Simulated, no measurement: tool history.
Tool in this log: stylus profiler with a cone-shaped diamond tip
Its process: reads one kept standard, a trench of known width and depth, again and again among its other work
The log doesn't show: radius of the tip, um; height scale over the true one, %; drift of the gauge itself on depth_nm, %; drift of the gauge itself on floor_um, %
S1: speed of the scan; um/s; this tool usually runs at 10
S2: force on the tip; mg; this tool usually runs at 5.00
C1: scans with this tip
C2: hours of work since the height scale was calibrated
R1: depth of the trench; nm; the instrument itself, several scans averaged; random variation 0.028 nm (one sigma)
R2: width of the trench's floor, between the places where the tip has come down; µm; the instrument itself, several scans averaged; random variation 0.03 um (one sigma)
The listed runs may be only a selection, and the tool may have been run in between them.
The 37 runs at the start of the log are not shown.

run 38 hour=2491.1 | S1=10 S2=1.98 | C1=1695 C2=135 | R1=202.81 R2=16.95
run 39 hour=2552.5 | S1=10 S2=1.98 | C1=2283 C2=181 | R1=202.80 R2=16.94
run 40 hour=2596.4 | S1=10 S2=1.98 | C1=2704 C2=215 | R1=202.78 R2=16.93
run 41 hour=2658.9 | S1=37 S2=9.83 | C1=3303 C2=262 | R1=208.12 R2=16.88
run 42 hour=2695.9 | S1=3 S2=2.88 | C1=3658 C2=290 | R1=203.49 R2=16.89
run 43 hour=2783.5 | S1=3 S2=1.68 | C1=4497 C2=357 | R1=202.42 R2=16.77
run 44 hour=2829.0 | S1=18 S2=10.35 | C1=4933 C2=392 | R1=208.29 R2=16.82
run 45 hour=2883.7 | S1=14 S2=13.13 | C1=5458 C2=433 | R1=209.75 R2=16.79

4 ways to go on from here, each from the tool as it stands after run 45. What would each give?
run A hour=2931.9 | S1=10 S2=4.24 | C1=5920 C2=470 | R1=? R2=?
run B hour=2931.9 | S1=7 S2=13.13 | C1=5920 C2=470 | R1=? R2=?
run C hour=2931.9 | S1=6 S2=1.79 | C1=5920 C2=470 | R1=? R2=?
run D hour=2931.9 | S1=14 S2=4.17 | C1=5920 C2=470 | R1=? R2=?

run=A R1=204.49 R2=16.74
run=B R1=209.75 R2=16.73
run=C R1=202.45 R2=16.65
run=D R1=204.46 R2=16.66
With the hidden condition removed and each run's random variation left untouched, the same runs would have given:
run=A R1=204.65 R2=17.21
run=B R1=209.91 R2=17.19
run=C R1=202.60 R2=17.12
run=D R1=204.62 R2=17.13
